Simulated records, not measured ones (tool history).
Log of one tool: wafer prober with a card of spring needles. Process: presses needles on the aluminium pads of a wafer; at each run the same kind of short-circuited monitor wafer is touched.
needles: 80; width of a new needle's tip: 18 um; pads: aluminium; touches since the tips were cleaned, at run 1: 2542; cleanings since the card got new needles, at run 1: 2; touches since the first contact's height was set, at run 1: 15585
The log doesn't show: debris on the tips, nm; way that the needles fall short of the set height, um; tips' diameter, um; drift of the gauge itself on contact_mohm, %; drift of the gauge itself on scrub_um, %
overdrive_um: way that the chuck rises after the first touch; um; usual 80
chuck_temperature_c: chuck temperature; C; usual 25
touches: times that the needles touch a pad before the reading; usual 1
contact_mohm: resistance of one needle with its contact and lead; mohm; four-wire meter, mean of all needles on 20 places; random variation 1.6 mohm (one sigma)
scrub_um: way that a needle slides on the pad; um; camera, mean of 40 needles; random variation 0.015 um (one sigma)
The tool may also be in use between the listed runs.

run    day  overdrive_um  chuck_temperature_c  touches  touches since the tips were cleaned  cleanings since the card got new needles  touches since the first contact's height was set  contact_mohm  scrub_um
  1      0            80                   25        1                                 2542                                         2                                             15585           160     21.73
  2  0.796            98                   25        1                                 5273                                         2                                             18316           157     26.59
     1.096  -- tips cleaned on abrasive film
  3  1.371            80                   25        1                                  942                                         3                                             20282           158     21.71
  4  1.992            80                   25        1                                 3076                                         3                                             22416           158     21.69
  5  2.771            80                   25        1                                 5757                                         3                                             25097           159     21.68
     2.938  -- tips cleaned on abrasive film
  6  3.542            80                   25        1                                 2074                                         4                                             27728           158     21.65
  7  3.871            80                   25        1                                 3208                                         4                                             28862           159     21.63
  8  4.342            98                   25        1                                 4831                                         4                                             30485           161     26.51
     4.788  -- tips cleaned on abrasive film
  9  4.962            78                   83        2                                  597                                         5                                             32598           170      21.1
 10  5.733            94                   83        1                                 3251                                         5                                             35252           169     25.33
 11  6.521            90                  115        2                                 5957                                         5                                             37958           173     24.28
      6.65  -- tips cleaned on abrasive film
 12  7.254            62                  115        1                                 2075                                         6                                             40461           178     16.69
 13  7.967            62                  115        1                                 4521                                         6                                             42907           182     16.68
 14  8.358            96                   43        1                                 5868                                         6                                             44254           162      25.8
     8.488  -- tips cleaned on abrasive film
 15  8.933            80                   25        1                                 1533                                         7                                             46226           157     21.48

The same runs without the tool's hidden state, with the same run-to-run variation:
run  scrub_um
  1     21.73
  2     26.62
  3     21.75
  4     21.74
  5     21.76
  6     21.75
  7     21.74
  8     26.66
  9     21.24
 10     25.52
 11     24.49
 12     16.85
 13     16.86
 14     26.08
 15     21.73
contact_mohm: within 2 mohm of the measured result in every run.
